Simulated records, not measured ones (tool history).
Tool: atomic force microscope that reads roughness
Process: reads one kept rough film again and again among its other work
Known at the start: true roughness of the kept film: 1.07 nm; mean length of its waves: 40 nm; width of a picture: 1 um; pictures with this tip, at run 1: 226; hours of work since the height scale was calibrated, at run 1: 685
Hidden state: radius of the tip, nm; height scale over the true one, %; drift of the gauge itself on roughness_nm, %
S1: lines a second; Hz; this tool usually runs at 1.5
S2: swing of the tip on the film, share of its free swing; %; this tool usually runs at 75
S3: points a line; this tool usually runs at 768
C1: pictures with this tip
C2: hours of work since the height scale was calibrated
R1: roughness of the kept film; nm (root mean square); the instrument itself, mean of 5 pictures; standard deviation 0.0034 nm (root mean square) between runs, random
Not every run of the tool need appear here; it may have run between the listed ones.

run     day    S1  S2    S3   C1   C2     R1
  1       0   1.5  75   768  226  685  0.965
  2   0.692   1.5  75   768  264  697  0.963
  3   1.233   1.5  75   768  294  706  0.963
  4   2.138   1.5  75   768  344  721  0.948
      2.462  -- new tip fitted
  5   3.217   1.5  75   768   42  739  0.981
  6    3.85   1.5  75   768   77  750  0.983
  7   4.488   1.5  75   768  112  761  0.967
  8   5.304   1.5  75   768  157  775   0.97
  9   5.921   1.5  75   768  192  786  0.966
 10   6.696   1.5  75   768  235  799  0.963
 11   7.238   1.5  75   768  264  808  0.958
 12     8.1   1.5  75   768  312  823  0.955
 13   8.708  0.55  56   711  346  834  1.003
      9.008  -- new tip fitted
 14   9.588  0.55  56   711   32  849  1.044
 15  10.229   1.5  74   848   68  859  0.983
 16  11.138  1.77  60   364  118  875      1
 17  11.638  1.77  60   364  146  884  1.004
 18  12.171  0.94  67  1011  175  893  1.012
 19  12.796  2.12  75   768  210  904  0.933
 20    13.6  2.04  71   768  254  917  0.953
 21  14.054  0.56  80   348  279  925  0.984

Run 22 is up next; what results do you expect?
 22  14.929  1.77  80  348  328  940   ?

Logged for run 22: R1 0.915 nm (root mean square).
On a tool with no hidden condition, and with the same random variation, this run would have come out at R1 0.944 nm (root mean square).
